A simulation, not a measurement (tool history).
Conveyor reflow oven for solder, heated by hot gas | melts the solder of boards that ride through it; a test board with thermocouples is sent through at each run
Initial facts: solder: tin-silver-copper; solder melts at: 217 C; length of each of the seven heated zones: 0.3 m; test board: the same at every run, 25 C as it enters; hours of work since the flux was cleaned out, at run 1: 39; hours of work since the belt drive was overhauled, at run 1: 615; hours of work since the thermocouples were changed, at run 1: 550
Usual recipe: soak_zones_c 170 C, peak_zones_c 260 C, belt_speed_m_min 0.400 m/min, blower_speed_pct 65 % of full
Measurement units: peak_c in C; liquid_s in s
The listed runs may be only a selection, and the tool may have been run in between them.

run	day	soak_zones_c	peak_zones_c	belt_speed_m_min	blower_speed_pct	hours of work since the flux was cleaned out	hours of work since the belt drive was overhauled	hours of work since the thermocouples were changed	peak_c	liquid_s
1	0.000	170	260	0.400	65	39	615	550	249.0	65.8
2	2.092	170	260	0.400	65	72	648	584	249.1	64.9
3	5.229	170	260	0.400	65	122	698	633	248.1	65.3
# day 5.929: belt drive overhauled, speed set with a stopwatch
4	7.833	170	260	0.400	65	161	30	672	247.9	64.0
5	10.038	170	260	0.400	65	196	65	707	248.0	64.2
6	12.608	170	260	0.400	65	237	106	748	247.3	64.0
# day 13.492: thermocouples of zones 6 and 7 changed
7	14.842	170	260	0.400	65	271	140	21	249.5	65.3
8	16.804	170	260	0.400	65	302	172	53	249.3	65.4
9	18.258	170	260	0.400	65	325	195	76	249.0	65.7
10	21.379	170	260	0.400	65	375	244	125	248.9	65.7
11	23.054	170	251	0.400	65	401	271	152	241.1	57.4
# day 24.308: flux residue cleaned out of gas plates and filters
12	24.979	170	251	0.400	65	11	298	179	241.5	59.0
13	27.350	170	251	0.400	65	48	336	217	241.4	58.4
14	29.312	170	251	0.400	65	80	367	248	240.6	58.0
15	32.304	170	251	0.400	65	127	415	296	241.1	58.2
16	33.800	170	251	0.418	65	151	438	320	240.3	53.5
17	36.108	172	268	0.418	77	188	475	356	257.9	70.6
18	39.004	161	268	0.418	77	234	521	402	256.4	66.0
19	41.300	176	268	0.418	77	270	558	439	258.0	71.1
20	43.808	176	267	0.418	50	310	598	479	252.0	65.2
21	46.350	176	263	0.418	53	350	638	519	248.0	63.4
22	48.225	170	269	0.386	65	380	668	549	257.5	75.2
# day 50.617: flux residue cleaned out of gas plates and filters
# day 50.992: belt drive overhauled, speed set with a stopwatch
23	51.000	158	272	0.368	77	3	0	587	262.6	79.1
24	52.992	170	260	0.400	75	35	32	619	250.7	66.9
25	56.271	170	260	0.400	75	87	84	671	250.4	67.2
26	57.692	176	273	0.382	74	110	107	693	264.1	82.9
27	60.108	182	260	0.381	85	148	145	732	253.4	79.3
# day 62.196: thermocouples of zones 6 and 7 changed
28	63.229	172	260	0.465	55	197	193	16	243.6	49.8
29	64.738	170	268	0.361	65	221	217	40	259.8	81.9
30	67.633	170	268	0.336	65	267	263	86	261.1	89.7
31	71.046	165	260	0.438	67	321	317	141	246.8	55.2

Branching from run 31: 3 alternative next runs. What would each branch give?
A	72.904	161	264	0.438	68	350	347	170	?	?
B	72.904	166	275	0.379	67	350	347	170	?	?
C	72.904	165	260	0.464	67	350	347	170	?	?

run	peak_c	liquid_s
A	250.0	55.9
B	265.4	79.1
C	244.9	50.1
The same runs, with their run-to-run variation unchanged, on a tool lacking any hidden condition would have given:
run	peak_c	liquid_s
A	250.9	56.9
B	266.0	79.6
C	245.8	51.2
